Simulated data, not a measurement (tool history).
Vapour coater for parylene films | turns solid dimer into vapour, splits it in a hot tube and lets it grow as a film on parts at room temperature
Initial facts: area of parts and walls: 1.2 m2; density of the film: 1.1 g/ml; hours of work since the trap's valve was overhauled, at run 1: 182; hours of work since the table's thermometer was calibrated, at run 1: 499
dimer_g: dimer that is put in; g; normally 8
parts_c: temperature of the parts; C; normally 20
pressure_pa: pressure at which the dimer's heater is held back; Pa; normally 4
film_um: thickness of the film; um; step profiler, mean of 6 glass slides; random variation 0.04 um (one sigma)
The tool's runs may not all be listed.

run	hour	dimer_g	parts_c	pressure_pa	hours of work since the trap's valve was overhauled	hours of work since the table's thermometer was calibrated	film_um
1	0	8	20	4	182	499	4.21
2	17.1	8	20	4	194	512	4.18
3	27.1	8	20	4	202	519	4.12
4	40.7	8	20	4	211	528	4.09
5	48.8	8	20	4	217	534	4.13
6	64.4	8	20	4	228	545	4.1
7	78.4	8	20	4	238	555	4.15
8	87.2	8	20	9.04	244	562	3.87
9	100.1	11	20	4	254	571	5.54
10	110.9	11	20	4	261	578	5.72
11	125.3	8	20	3.49	272	589	4.16
12	137.6	8	20	3.49	280	598	4.11
13	152.7	8	20	3.49	291	608	4.04
14	160.6	8	20	3.49	297	614	4.19
15	169	8	20	3.49	303	620	4.04
16	185.5	8	20	3.49	315	632	4.13
17	201.8	10	20	4.19	326	643	4.93
18	219	6	27	3.68	338	656	2.77
19	232.2	11	17	5.32	348	665	5.55
20	249.2	10	19	11.37	360	677	4.61
21	261.8	7	15	4.48	369	686	3.82
22	278.9	3	13	4	381	698	1.64
23	293.6	8	20	11.56	392	709	3.6
24	306.1	8	20	5.74	400	718	3.85
25	317.6	14	23	4	409	726	6.66
26	326.6	14	23	4	415	732	6.56
27	337.8	12	23	4	423	740	5.58
28	353.8	12	23	4	435	752	5.61
29	361.7	8	15	11.18	440	757	3.86
30	375	11	23	5.6	450	767	4.92

What if the next run were any one of these 5? Each begins from the tool's condition after run 30:
A	387.6	10	20	5.71	459	776	?
B	387.6	13	20	2.31	459	776	?
C	387.6	3	20	5.51	459	776	?
D	387.6	4	28	2.18	459	776	?
E	387.6	8	13	4.06	459	776	?

run	film_um
A	4.73
B	6.62
C	1.42
D	1.83
E	4.31
Without the tool's unlogged condition, the same runs would have read:
run	film_um
A	5.31
B	7.43
C	1.6
D	2.05
E	4.83
